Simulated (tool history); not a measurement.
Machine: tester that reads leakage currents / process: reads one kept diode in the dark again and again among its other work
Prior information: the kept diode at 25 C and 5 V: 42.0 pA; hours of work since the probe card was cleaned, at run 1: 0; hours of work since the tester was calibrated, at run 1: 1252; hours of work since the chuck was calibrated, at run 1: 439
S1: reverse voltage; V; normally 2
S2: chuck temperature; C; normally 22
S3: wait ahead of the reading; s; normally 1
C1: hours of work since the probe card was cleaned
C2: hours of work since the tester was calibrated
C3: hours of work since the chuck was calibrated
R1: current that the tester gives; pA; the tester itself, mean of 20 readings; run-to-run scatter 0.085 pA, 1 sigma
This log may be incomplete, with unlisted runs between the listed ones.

{"run": 1, "day": 0.0, "S1": 2, "S2": 22, "S3": 1, "C1": 0, "C2": 1252, "C3": 439, "R1": 22.13}
{"run": 2, "day": 4.929, "S1": 2, "S2": 22, "S3": 1, "C1": 72, "C2": 1324, "C3": 510, "R1": 22.03}
{"run": 3, "day": 9.854, "S1": 2, "S2": 22, "S3": 1, "C1": 143, "C2": 1396, "C3": 582, "R1": 21.88}
{"run": 4, "day": 14.167, "S1": 2.57, "S2": 22, "S3": 1, "C1": 206, "C2": 1458, "C3": 644, "R1": 24.19}
{"run": 5, "day": 17.508, "S1": 1.75, "S2": 22, "S3": 1, "C1": 254, "C2": 1507, "C3": 693, "R1": 20.66}
{"run": 6, "day": 22.875, "S1": 1.75, "S2": 22, "S3": 1, "C1": 332, "C2": 1585, "C3": 771, "R1": 20.64}
{"run": 7, "day": 27.096, "S1": 2, "S2": 22, "S3": 1, "C1": 394, "C2": 1646, "C3": 832, "R1": 21.79}
{"run": 8, "day": 30.075, "S1": 1.86, "S2": 22, "S3": 1, "C1": 437, "C2": 1689, "C3": 876, "R1": 21.13}
{"run": 9, "day": 34.175, "S1": 10.37, "S2": 22, "S3": 1, "C1": 497, "C2": 1749, "C3": 935, "R1": 43.08}
{"run": 10, "day": 39.183, "S1": 10.37, "S2": 22, "S3": 1, "C1": 569, "C2": 1822, "C3": 1008, "R1": 43.11}
{"run": 11, "day": 42.138, "S1": 10.37, "S2": 20, "S3": 1, "C1": 612, "C2": 1865, "C3": 1051, "R1": 36.53}
{"run": 12, "day": 44.458, "S1": 2, "S2": 22, "S3": 1, "C1": 646, "C2": 1898, "C3": 1085, "R1": 21.41}
{"run": 13, "day": 48.338, "S1": 2, "S2": 22, "S3": 1, "C1": 703, "C2": 1955, "C3": 1141, "R1": 21.47}
{"run": 14, "day": 53.371, "S1": 1.01, "S2": 20, "S3": 1, "C1": 776, "C2": 2028, "C3": 1214, "R1": 13.47}
{"run": 15, "day": 57.767, "S1": 1.01, "S2": 20, "S3": 1, "C1": 840, "C2": 2092, "C3": 1278, "R1": 13.36}
{"run": 16, "day": 61.383, "S1": 1.01, "S2": 20, "S3": 1, "C1": 892, "C2": 2144, "C3": 1331, "R1": 13.48}
{"run": 17, "day": 66.1, "S1": 1.01, "S2": 20, "S3": 1, "C1": 961, "C2": 2213, "C3": 1399, "R1": 13.4}
{"run": 18, "day": 68.992, "S1": 1.16, "S2": 29, "S3": 4.47, "C1": 1003, "C2": 2255, "C3": 1441, "R1": 32.64}
{"run": 19, "day": 73.429, "S1": 12.39, "S2": 21, "S3": 1, "C1": 1067, "C2": 2319, "C3": 1506, "R1": 45.04}
{"run": 20, "day": 76.325, "S1": 12.39, "S2": 21, "S3": 1, "C1": 1109, "C2": 2362, "C3": 1548, "R1": 45.14}
{"run": 21, "day": 81.238, "S1": 12.39, "S2": 21, "S3": 1, "C1": 1181, "C2": 2433, "C3": 1619, "R1": 45.88}
{"run": 22, "day": 86.021, "S1": 6.78, "S2": 21, "S3": 3.27, "C1": 1250, "C2": 2503, "C3": 1689, "R1": 32.54}
{"run": 23, "day": 90.862, "S1": 4.69, "S2": 29, "S3": 6.15, "C1": 1321, "C2": 2573, "C3": 1759, "R1": 55}
{"run": 24, "day": 93.838, "S1": 4.69, "S2": 29, "S3": 6.15, "C1": 1364, "C2": 2616, "C3": 1802, "R1": 54.95}
{"run": 25, "day": 98.346, "S1": 4.69, "S2": 29, "S3": 6.15, "C1": 1429, "C2": 2682, "C3": 1868, "R1": 54.67}
{"run": 26, "day": 102.246, "S1": 4.57, "S2": 21, "S3": 1.44, "C1": 1486, "C2": 2738, "C3": 1925, "R1": 27.63}

The logged runs with the hidden state left out (each run's random variation unchanged):
Hidden state at play: stray current of the dirty probe card, pA a volt; current scale over the true one, %; true chuck temperature over the reading, C; drift of the gauge itself on leakage_pa, %.
run=1 R1=23.02
run=2 R1=23.02
run=3 R1=22.94
run=4 R1=25.36
run=5 R1=21.78
run=6 R1=21.85
run=7 R1=23.07
run=8 R1=22.44
run=9 R1=43.28
run=10 R1=43.15
run=11 R1=35.71
run=12 R1=22.91
run=13 R1=23.03
run=14 R1=14.69
run=15 R1=14.61
run=16 R1=14.78
run=17 R1=14.76
run=18 R1=36.82
run=19 R1=41.92
run=20 R1=41.83
run=21 R1=42.23
run=22 R1=32.06
run=23 R1=60.72
run=24 R1=60.8
run=25 R1=60.67
run=26 R1=28.19
